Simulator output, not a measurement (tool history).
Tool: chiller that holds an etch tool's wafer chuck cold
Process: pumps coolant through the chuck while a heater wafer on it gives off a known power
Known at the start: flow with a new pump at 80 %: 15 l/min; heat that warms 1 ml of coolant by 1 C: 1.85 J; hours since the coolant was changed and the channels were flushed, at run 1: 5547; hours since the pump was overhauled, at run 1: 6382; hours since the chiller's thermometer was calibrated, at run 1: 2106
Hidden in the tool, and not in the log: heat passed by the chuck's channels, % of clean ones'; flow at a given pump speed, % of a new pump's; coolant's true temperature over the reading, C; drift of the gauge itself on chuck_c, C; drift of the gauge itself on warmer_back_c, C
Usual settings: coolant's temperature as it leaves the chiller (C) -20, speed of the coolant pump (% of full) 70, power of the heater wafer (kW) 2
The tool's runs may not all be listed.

| run | hour | coolant's temperature as it leaves the chiller (C) | speed of the coolant pump (% of full) | power of the heater wafer (kW) | hours since the coolant was changed and the channels were flushed | hours since the pump was overhauled | hours since the chiller's thermometer was calibrated | chuck's temperature once it has settled (C) | how much warmer the coolant comes back (C) |
|---|---|---|---|---|---|---|---|---|---|
| 1 | 0 | -20 | 70 | 2 | 5547 | 6382 | 2106 | -3.1 | 5.72 |
| 2 | 109.5 | -20 | 74 | 2 | 5657 | 6491 | 2215 | -3.8 | 5.36 |
| 3 | 185.3 | -27 | 70 | 2 | 5732 | 6567 | 2291 | -10.1 | 5.71 |
| 4 | 269 | -27 | 70 | 2 | 5816 | 6651 | 2375 | -9.9 | 5.75 |
| 5 | 358.3 | -27 | 70 | 2 | 5905 | 6740 | 2464 | -9.6 | 5.66 |
| 6 | 493.9 | -27 | 70 | 2 | 6041 | 6876 | 2600 | -9.8 | 5.79 |
| 7 | 597.7 | -27 | 70 | 2 | 6145 | 6979 | 2703 | -9.7 | 5.74 |
| 8 | 682.3 | -11 | 70 | 2 | 6229 | 7064 | 2788 | 6.4 | 5.69 |
| 9 | 814.7 | -23 | 68 | 1.34 | 6362 | 7196 | 2920 | -11 | 4 |
| 10 | 933.2 | -25 | 65 | 1.425 | 6480 | 7315 | 3039 | -11.6 | 4.57 |
|  | 988.7 | coolant pump overhauled |
| 11 | 1104.3 | -25 | 65 | 1.425 | 6646 | 116 | 3205 | -12.9 | 3.9 |
| 12 | 1206.7 | -23 | 79 | 2.921 | 6749 | 218 | 3307 | -1.4 | 6.32 |
| 13 | 1314.3 | -20 | 74 | 1.873 | 6856 | 326 | 3415 | -5.3 | 4.36 |

Forecast each of these 5 alternatives for the next run:
| A | 1415 | -12 | 68 | 1.137 | 6957 | 426 | 3516 | ? | ? |
| B | 1415 | -28 | 93 | 1.336 | 6957 | 426 | 3516 | ? | ? |
| C | 1415 | -24 | 86 | 2.847 | 6957 | 426 | 3516 | ? | ? |
| D | 1415 | -26 | 74 | 2.964 | 6957 | 426 | 3516 | ? | ? |
| E | 1415 | -23 | 74 | 2.68 | 6957 | 426 | 3516 | ? | ? |

| run | chuck's temperature once it has settled (C) | how much warmer the coolant comes back (C) |
|---|---|---|
| A | -2.9 | 2.94 |
| B | -19.3 | 2.43 |
| C | -4 | 5.64 |
| D | -2.7 | 6.99 |
| E | -2.1 | 6.3 |
Without the tool's hidden state the same runs would have given:
| run | chuck's temperature once it has settled (C) | how much warmer the coolant comes back (C) |
|---|---|---|
| A | -4.4 | 2.94 |
| B | -20.7 | 2.43 |
| C | -7.4 | 5.65 |
| D | -6.7 | 7 |
| E | -5.7 | 6.31 |
